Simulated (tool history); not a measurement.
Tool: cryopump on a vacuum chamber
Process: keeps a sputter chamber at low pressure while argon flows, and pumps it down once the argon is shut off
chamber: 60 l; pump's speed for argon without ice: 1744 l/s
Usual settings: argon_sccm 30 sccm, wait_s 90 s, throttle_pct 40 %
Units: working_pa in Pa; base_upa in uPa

| run | hour | argon_sccm | wait_s | throttle_pct | working_pa | base_upa |
|---|---|---|---|---|---|---|
| 1 | 0 | 30 | 90 | 40 | 0.0751 | 0.73 |
| 2 | 10.4 | 30 | 90 | 40 | 0.0745 | 0.69 |
| 3 | 26.9 | 30 | 90 | 40 | 0.0741 | 0.7 |
| 4 | 44.5 | 30 | 90 | 40 | 0.0752 | 0.8 |
| 5 | 58.2 | 30 | 90 | 40 | 0.0746 | 0.74 |
| 6 | 74.7 | 30 | 90 | 40 | 0.0748 | 0.72 |
| 7 | 91.1 | 30 | 90 | 40 | 0.0744 | 0.73 |
| 8 | 106.9 | 30 | 90 | 35 | 0.0855 | 0.72 |
| 9 | 123.5 | 30 | 90 | 35 | 0.0851 | 0.73 |
| 10 | 135.7 | 30 | 90 | 35 | 0.0858 | 0.76 |
| 11 | 150.1 | 30 | 90 | 35 | 0.0841 | 0.77 |
| 12 | 161.8 | 35 | 90 | 40 | 0.0872 | 0.78 |
| 13 | 171.5 | 35 | 90 | 40 | 0.0878 | 0.77 |
| 14 | 183.2 | 30 | 30 | 40 | 0.0749 | 1.68 |
| 15 | 193.8 | 30 | 30 | 40 | 0.0751 | 1.65 |
| 16 | 210 | 16 | 90 | 40 | 0.0411 | 0.76 |
| 17 | 220.3 | 16 | 90 | 40 | 0.0407 | 0.8 |
| 18 | 228.9 | 34 | 38 | 23 | 0.1445 | 1.39 |
| 19 | 247.4 | 51 | 95 | 28 | 0.1815 | 0.78 |
| 20 | 263.3 | 51 | 95 | 28 | 0.181 | 0.77 |
| 21 | 274.6 | 30 | 42 | 46 | 0.0671 | 1.38 |
| 22 | 284.4 | 30 | 90 | 38 | 0.0793 | 0.83 |
| 23 | 298.6 | 30 | 90 | 21 | 0.1413 | 0.8 |
| 24 | 309.3 | 30 | 90 | 21 | 0.1415 | 0.81 |
| 25 | 317.3 | 30 | 27 | 40 | 0.0752 | 1.87 |
| 26 | 333.7 | 27 | 34 | 41 | 0.0663 | 1.53 |
| 27 | 343.2 | 52 | 28 | 21 | 0.2445 | 1.82 |
| 28 | 357.1 | 43 | 22 | 30 | 0.1432 | 2.28 |
| 29 | 365.4 | 45 | 155 | 40 | 0.1136 | 0.63 |
| 30 | 382.1 | 26 | 90 | 40 | 0.0668 | 0.86 |
| 31 | 392.8 | 13 | 193 | 40 | 0.0328 | 0.61 |
| 32 | 406.8 | 30 | 90 | 22 | 0.1353 | 0.86 |
| 33 | 420.7 | 20 | 162 | 40 | 0.051 | 0.64 |
| 34 | 437.4 | 30 | 90 | 19 | 0.1562 | 0.83 |

The same runs without the tool's hidden state, with the same run-to-run variation:
The hidden state here: pump's speed, % of a pump's without ice; cold plate's temperature, K; leak into the chamber, uPa l/s; drift of the gauge itself on working_pa, %; drift of the gauge itself on base_upa, %.
| run | working_pa | base_upa |
|---|---|---|
| 1 | 0.0735 | 0.64 |
| 2 | 0.0729 | 0.59 |
| 3 | 0.0724 | 0.61 |
| 4 | 0.0735 | 0.69 |
| 5 | 0.0728 | 0.63 |
| 6 | 0.073 | 0.61 |
| 7 | 0.0725 | 0.61 |
| 8 | 0.0835 | 0.6 |
| 9 | 0.083 | 0.6 |
| 10 | 0.0837 | 0.63 |
| 11 | 0.0819 | 0.64 |
| 12 | 0.0846 | 0.65 |
| 13 | 0.0852 | 0.63 |
| 14 | 0.0725 | 1.54 |
| 15 | 0.0727 | 1.5 |
| 16 | 0.0398 | 0.61 |
| 17 | 0.0393 | 0.64 |
| 18 | 0.1416 | 1.23 |
| 19 | 0.1769 | 0.61 |
| 20 | 0.1764 | 0.6 |
| 21 | 0.0643 | 1.21 |
| 22 | 0.0764 | 0.65 |
| 23 | 0.1384 | 0.62 |
| 24 | 0.1386 | 0.63 |
| 25 | 0.0721 | 1.69 |
| 26 | 0.0635 | 1.34 |
| 27 | 0.2391 | 1.63 |
| 28 | 0.1386 | 2.08 |
| 29 | 0.1088 | 0.43 |
| 30 | 0.0639 | 0.65 |
| 31 | 0.0314 | 0.4 |
| 32 | 0.1318 | 0.65 |
| 33 | 0.0486 | 0.42 |
| 34 | 0.1526 | 0.61 |
